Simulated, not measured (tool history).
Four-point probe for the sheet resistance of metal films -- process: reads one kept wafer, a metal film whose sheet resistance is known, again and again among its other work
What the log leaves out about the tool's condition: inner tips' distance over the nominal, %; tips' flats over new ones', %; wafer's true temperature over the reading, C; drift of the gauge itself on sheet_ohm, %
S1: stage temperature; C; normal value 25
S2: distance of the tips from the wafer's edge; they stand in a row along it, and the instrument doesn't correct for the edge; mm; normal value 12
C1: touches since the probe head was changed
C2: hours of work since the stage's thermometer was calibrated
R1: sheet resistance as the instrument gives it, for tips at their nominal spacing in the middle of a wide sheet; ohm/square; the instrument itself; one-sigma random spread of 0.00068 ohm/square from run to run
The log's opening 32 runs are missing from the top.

| run | day | S1 | S2 | C1 | C2 | R1 |
|---|---|---|---|---|---|---|
| 33 | 22.158 | 20 | 51 | 40525 | 379 | 3.405172 |
| 34 | 22.896 | 20 | 51 | 41407 | 390 | 3.405129 |
| 35 | 23.475 | 19 | 9 | 42093 | 398 | 3.413027 |
| 36 | 23.900 | 19 | 9 | 42598 | 403 | 3.411626 |
| 37 | 24.317 | 21 | 3 | 43095 | 409 | 3.453971 |
| 38 | 25.246 | 21 | 3 | 44204 | 422 | 3.453861 |
| 39 | 26.096 | 21 | 3 | 45213 | 434 | 3.453306 |
| 40 | 26.946 | 25 | 23 | 46225 | 446 | 3.398206 |
| 41 | 27.588 | 25 | 59 | 46991 | 454 | 3.397383 |
| 42 | 28.233 | 28 | 9 | 47761 | 463 | 3.399211 |
| 43 | 29.204 | 20 | 12 | 48917 | 477 | 3.409482 |
| 44 | 30.088 | 25 | 28 | 49969 | 489 | 3.397800 |
| 45 | 30.796 | 25 | 28 | 50808 | 499 | 3.398044 |
| 46 | 31.446 | 25 | 19 | 51584 | 508 | 3.397801 |

Branching from run 46: 3 alternative next runs. What would each branch give?
| A | 32.296 | 24 | 6 | 52597 | 519 | ? |
| B | 32.296 | 35 | 69 | 52597 | 519 | ? |
| C | 32.296 | 19 | 25 | 52597 | 519 | ? |

| run | R1 |
|---|---|
| A | 3.410525 |
| B | 3.383593 |
| C | 3.405997 |
What these runs would have given with no unlogged condition in the tool:
| run | R1 |
|---|---|
| A | 3.410605 |
| B | 3.383674 |
| C | 3.406077 |
